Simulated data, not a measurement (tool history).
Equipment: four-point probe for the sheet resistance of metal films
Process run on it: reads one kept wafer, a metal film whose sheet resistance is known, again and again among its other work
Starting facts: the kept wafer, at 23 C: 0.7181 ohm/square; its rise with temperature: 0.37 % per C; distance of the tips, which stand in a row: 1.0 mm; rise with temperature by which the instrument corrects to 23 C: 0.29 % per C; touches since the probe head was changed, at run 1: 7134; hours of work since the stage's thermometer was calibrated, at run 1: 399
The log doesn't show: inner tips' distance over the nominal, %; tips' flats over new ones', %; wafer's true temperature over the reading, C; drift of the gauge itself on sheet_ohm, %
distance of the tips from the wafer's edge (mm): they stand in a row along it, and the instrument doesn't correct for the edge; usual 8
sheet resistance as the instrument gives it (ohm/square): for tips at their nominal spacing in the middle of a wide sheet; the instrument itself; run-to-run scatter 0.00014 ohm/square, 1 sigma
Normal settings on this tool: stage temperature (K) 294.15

run,day,stage temperature (K),distance of the tips from the wafer's edge (mm),touches since the probe head was changed,hours of work since the stage's thermometer was calibrated,sheet resistance as the instrument gives it (ohm/square)
1,0,294.15,8,7134,399,0.721447
2,0.75,294.15,8,7938,411,0.721414
3,1.271,294.15,8,8497,419,0.721563
4,1.792,294.15,6,9056,427,0.72636
5,2.438,308.15,8,9747,437,0.729373
6,2.967,308.15,8,10315,446,0.729275
7,3.525,308.15,8,10913,455,0.729108
8,4.35,308.15,8,11797,468,0.729444
9,4.912,294.15,4,12403,477,0.739077
10,5.479,294.15,4,13010,486,0.739142
11,6.312,296.15,16,13901,499,0.71868

Forecast run 12:
12,6.938,296.15,16,14573,509,?

Run 12 came out at sheet resistance as the instrument gives it (ohm/square) 0.718546.
The same run, on a tool lacking any hidden state, would have yielded sheet resistance as the instrument gives it (ohm/square) 0.719499.

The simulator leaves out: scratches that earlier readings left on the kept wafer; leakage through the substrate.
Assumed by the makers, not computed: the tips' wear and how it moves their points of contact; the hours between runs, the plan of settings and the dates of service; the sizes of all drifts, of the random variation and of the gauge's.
